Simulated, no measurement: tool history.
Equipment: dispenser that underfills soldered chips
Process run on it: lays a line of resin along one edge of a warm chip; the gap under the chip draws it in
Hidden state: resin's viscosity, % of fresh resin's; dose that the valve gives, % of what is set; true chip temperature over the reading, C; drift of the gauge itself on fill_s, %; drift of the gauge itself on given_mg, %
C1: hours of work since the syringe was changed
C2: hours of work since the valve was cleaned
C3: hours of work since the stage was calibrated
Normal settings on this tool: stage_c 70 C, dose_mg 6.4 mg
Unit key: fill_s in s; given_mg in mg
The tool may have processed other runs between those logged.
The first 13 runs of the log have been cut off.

run 14 hour=110.4 | stage_c=70 dose_mg=6.4 | C1=6 C2=47 C3=213 | fill_s=137.1 given_mg=6.17
-- hour=112.5 new syringe of resin
run 15 hour=121.2 | stage_c=70 dose_mg=6.4 | C1=6 C2=54 C3=220 | fill_s=133.1 given_mg=6.21
-- hour=124.3 new syringe of resin
run 16 hour=128.5 | stage_c=70 dose_mg=6.4 | C1=3 C2=58 C3=225 | fill_s=117.8 given_mg=6.14
-- hour=135.7 new syringe of resin
run 17 hour=141 | stage_c=71 dose_mg=6.4 | C1=3 C2=66 C3=233 | fill_s=115 given_mg=6.15
-- hour=146.5 new syringe of resin
run 18 hour=152.7 | stage_c=82 dose_mg=5.49 | C1=4 C2=73 C3=240 | fill_s=70.1 given_mg=5.21
-- hour=158.1 new syringe of resin
run 19 hour=161.6 | stage_c=85 dose_mg=6.25 | C1=2 C2=79 C3=246 | fill_s=54.4 given_mg=5.91
-- hour=166.4 dispensing valve cleaned and set on the balance
-- hour=170.4 new syringe of resin
run 20 hour=172.5 | stage_c=63 dose_mg=7.32 | C1=1 C2=4 C3=252 | fill_s=163.5 given_mg=7.33
-- hour=182.1 new syringe of resin
run 21 hour=184.3 | stage_c=70 dose_mg=5.5 | C1=1 C2=11 C3=259 | fill_s=113.8 given_mg=5.51
-- hour=193.6 new syringe of resin
run 22 hour=197.5 | stage_c=70 dose_mg=5.5 | C1=3 C2=20 C3=268 | fill_s=118.6 given_mg=5.44
-- hour=204.8 new syringe of resin
run 23 hour=207.3 | stage_c=70 dose_mg=5.5 | C1=2 C2=26 C3=274 | fill_s=117 given_mg=5.36
-- hour=216 new syringe of resin
run 24 hour=218.9 | stage_c=56 dose_mg=5.51 | C1=2 C2=33 C3=281 | fill_s=252.5 given_mg=5.35
-- hour=227.4 new syringe of resin
run 25 hour=227.6 | stage_c=61 dose_mg=7.66 | C1=0 C2=38 C3=287 | fill_s=173 given_mg=7.38
-- hour=238.4 new syringe of resin
run 26 hour=239.1 | stage_c=61 dose_mg=7.66 | C1=0 C2=46 C3=294 | fill_s=171.6 given_mg=7.49
-- hour=249.9 new syringe of resin
run 27 hour=250.5 | stage_c=66 dose_mg=5.41 | C1=0 C2=53 C3=301 | fill_s=137.2 given_mg=5.25
run 28 hour=259.2 | stage_c=70 dose_mg=7.63 | C1=6 C2=58 C3=307 | fill_s=139.5 given_mg=7.32
-- hour=261.7 new syringe of resin
run 29 hour=270.2 | stage_c=67 dose_mg=7.59 | C1=6 C2=65 C3=314 | fill_s=151.6 given_mg=7.26
-- hour=273.1 new syringe of resin
run 30 hour=278.9 | stage_c=70 dose_mg=6.95 | C1=4 C2=71 C3=319 | fill_s=122.4 given_mg=6.59
-- hour=284.1 new syringe of resin
run 31 hour=292.2 | stage_c=70 dose_mg=6.95 | C1=5 C2=79 C3=327 | fill_s=128.9 given_mg=6.54
-- hour=295 new syringe of resin
-- hour=296.9 dispensing valve cleaned and set on the balance
run 32 hour=300.7 | stage_c=75 dose_mg=6.44 | C1=3 C2=2 C3=332 | fill_s=92 given_mg=6.4

Run 33 comes next. What will it give?
-- hour=306.8 new syringe of resin
run 33 hour=311.4 | stage_c=62 dose_mg=8.05 | C1=3 C2=9 C3=339 | fill_s=? given_mg=?

fill_s: 179.2 s
given_mg: 7.95 mg
Take away the tool's hidden state, keep the run-to-run variation as it was, and the same run would have given fill_s 170.1 s, given_mg 8 mg.
